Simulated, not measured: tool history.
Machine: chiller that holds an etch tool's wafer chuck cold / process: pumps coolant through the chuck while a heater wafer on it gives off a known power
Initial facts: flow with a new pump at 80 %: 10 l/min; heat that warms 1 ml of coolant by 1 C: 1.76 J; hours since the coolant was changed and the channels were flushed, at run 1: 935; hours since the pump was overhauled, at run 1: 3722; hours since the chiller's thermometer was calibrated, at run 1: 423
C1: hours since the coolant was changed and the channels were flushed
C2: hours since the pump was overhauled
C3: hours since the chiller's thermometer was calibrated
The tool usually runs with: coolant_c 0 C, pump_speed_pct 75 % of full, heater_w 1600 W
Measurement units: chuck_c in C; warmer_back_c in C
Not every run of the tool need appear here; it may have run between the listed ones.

run 1 hour=0.0 | coolant_c=0 pump_speed_pct=75 heater_w=1600 | C1=935 C2=3722 C3=423 | chuck_c=12.1 warmer_back_c=5.83
run 2 hour=103.7 | coolant_c=0 pump_speed_pct=75 heater_w=1600 | C1=1039 C2=3826 C3=527 | chuck_c=12.2 warmer_back_c=5.83
run 3 hour=257.1 | coolant_c=-9 pump_speed_pct=75 heater_w=1600 | C1=1193 C2=3979 C3=680 | chuck_c=3.1 warmer_back_c=5.89
run 4 hour=409.2 | coolant_c=-9 pump_speed_pct=75 heater_w=1600 | C1=1345 C2=4131 C3=832 | chuck_c=3.0 warmer_back_c=5.87
run 5 hour=496.3 | coolant_c=-9 pump_speed_pct=75 heater_w=1391 | C1=1432 C2=4218 C3=919 | chuck_c=1.5 warmer_back_c=5.18
run 6 hour=666.0 | coolant_c=-9 pump_speed_pct=75 heater_w=1391 | C1=1601 C2=4388 C3=1089 | chuck_c=1.8 warmer_back_c=5.25
run 7 hour=752.5 | coolant_c=-9 pump_speed_pct=75 heater_w=1391 | C1=1688 C2=4475 C3=1176 | chuck_c=1.6 warmer_back_c=5.17
run 8 hour=892.7 | coolant_c=0 pump_speed_pct=64 heater_w=1600 | C1=1828 C2=4615 C3=1316 | chuck_c=13.5 warmer_back_c=7.02
run 9 hour=985.7 | coolant_c=0 pump_speed_pct=75 heater_w=2246 | C1=1921 C2=4708 C3=1409 | chuck_c=17.2 warmer_back_c=8.38
run 10 hour=1097.4 | coolant_c=-3 pump_speed_pct=75 heater_w=1600 | C1=2033 C2=4820 C3=1521 | chuck_c=9.2 warmer_back_c=6.04
run 11 hour=1265.4 | coolant_c=-3 pump_speed_pct=75 heater_w=1474 | C1=2201 C2=4988 C3=1689 | chuck_c=8.2 warmer_back_c=5.60
run 12 hour=1403.4 | coolant_c=-3 pump_speed_pct=79 heater_w=1474 | C1=2339 C2=5126 C3=1827 | chuck_c=7.6 warmer_back_c=5.36
run 13 hour=1489.5 | coolant_c=-3 pump_speed_pct=79 heater_w=1474 | C1=2425 C2=5212 C3=1913 | chuck_c=8.0 warmer_back_c=5.37
run 14 hour=1630.5 | coolant_c=-3 pump_speed_pct=79 heater_w=1474 | C1=2566 C2=5353 C3=2054 | chuck_c=7.7 warmer_back_c=5.37
run 15 hour=1763.1 | coolant_c=0 pump_speed_pct=73 heater_w=1600 | C1=2699 C2=5485 C3=2186 | chuck_c=12.4 warmer_back_c=6.40
run 16 hour=1946.5 | coolant_c=-2 pump_speed_pct=73 heater_w=1674 | C1=2882 C2=5669 C3=2370 | chuck_c=11.0 warmer_back_c=6.62
run 17 hour=2145.1 | coolant_c=-6 pump_speed_pct=81 heater_w=1107 | C1=3080 C2=5867 C3=2568 | chuck_c=2.0 warmer_back_c=4.06
-- hour=2315.4 chiller's thermometer calibrated
run 18 hour=2353.2 | coolant_c=-6 pump_speed_pct=73 heater_w=2358 | C1=3288 C2=6074 C3=38 | chuck_c=12.4 warmer_back_c=9.32
run 19 hour=2552.1 | coolant_c=0 pump_speed_pct=81 heater_w=1600 | C1=3487 C2=6273 C3=237 | chuck_c=11.4 warmer_back_c=5.83
run 20 hour=2758.2 | coolant_c=-10 pump_speed_pct=81 heater_w=1137 | C1=3693 C2=6479 C3=443 | chuck_c=-1.9 warmer_back_c=4.33
run 21 hour=2860.5 | coolant_c=0 pump_speed_pct=66 heater_w=918 | C1=3795 C2=6582 C3=545 | chuck_c=7.4 warmer_back_c=4.32
-- hour=2895.3 gauge calibrated
run 22 hour=3055.0 | coolant_c=-1 pump_speed_pct=61 heater_w=2392 | C1=3989 C2=6776 C3=740 | chuck_c=19.7 warmer_back_c=10.96
run 23 hour=3148.3 | coolant_c=2 pump_speed_pct=92 heater_w=2337 | C1=4083 C2=6869 C3=833 | chuck_c=17.6 warmer_back_c=6.99
run 24 hour=3243.2 | coolant_c=-2 pump_speed_pct=75 heater_w=1600 | C1=4178 C2=6964 C3=928 | chuck_c=10.2 warmer_back_c=5.96
run 25 hour=3364.7 | coolant_c=-2 pump_speed_pct=75 heater_w=1600 | C1=4299 C2=7086 C3=1049 | chuck_c=10.0 warmer_back_c=5.93
run 26 hour=3454.5 | coolant_c=0 pump_speed_pct=89 heater_w=1600 | C1=4389 C2=7176 C3=1139 | chuck_c=10.8 warmer_back_c=5.03
run 27 hour=3626.1 | coolant_c=0 pump_speed_pct=73 heater_w=944 | C1=4560 C2=7347 C3=1311 | chuck_c=7.2 warmer_back_c=3.70
run 28 hour=3734.6 | coolant_c=0 pump_speed_pct=73 heater_w=944 | C1=4669 C2=7456 C3=1419 | chuck_c=7.3 warmer_back_c=3.65
run 29 hour=3933.7 | coolant_c=-8 pump_speed_pct=79 heater_w=1544 | C1=4868 C2=7655 C3=1618 | chuck_c=3.3 warmer_back_c=5.53
run 30 hour=4031.4 | coolant_c=-8 pump_speed_pct=79 heater_w=1544 | C1=4966 C2=7753 C3=1716 | chuck_c=3.3 warmer_back_c=5.59

Forecast each of these 3 alternatives for the next run:
run A hour=4224.1 | coolant_c=7 pump_speed_pct=64 heater_w=1950 | C1=5159 C2=7945 C3=1909 | chuck_c=? warmer_back_c=?
run B hour=4224.1 | coolant_c=-2 pump_speed_pct=79 heater_w=1544 | C1=5159 C2=7945 C3=1909 | chuck_c=? warmer_back_c=?
run C hour=4224.1 | coolant_c=-8 pump_speed_pct=84 heater_w=1513 | C1=5159 C2=7945 C3=1909 | chuck_c=? warmer_back_c=?

run=A chuck_c=23.4 warmer_back_c=8.66
run=B chuck_c=9.2 warmer_back_c=5.61
run=C chuck_c=2.8 warmer_back_c=5.13
With the hidden condition removed and each run's random variation left untouched, the same runs would have given:
run=A chuck_c=23.3 warmer_back_c=8.42
run=B chuck_c=9.2 warmer_back_c=5.37
run=C chuck_c=2.8 warmer_back_c=4.90

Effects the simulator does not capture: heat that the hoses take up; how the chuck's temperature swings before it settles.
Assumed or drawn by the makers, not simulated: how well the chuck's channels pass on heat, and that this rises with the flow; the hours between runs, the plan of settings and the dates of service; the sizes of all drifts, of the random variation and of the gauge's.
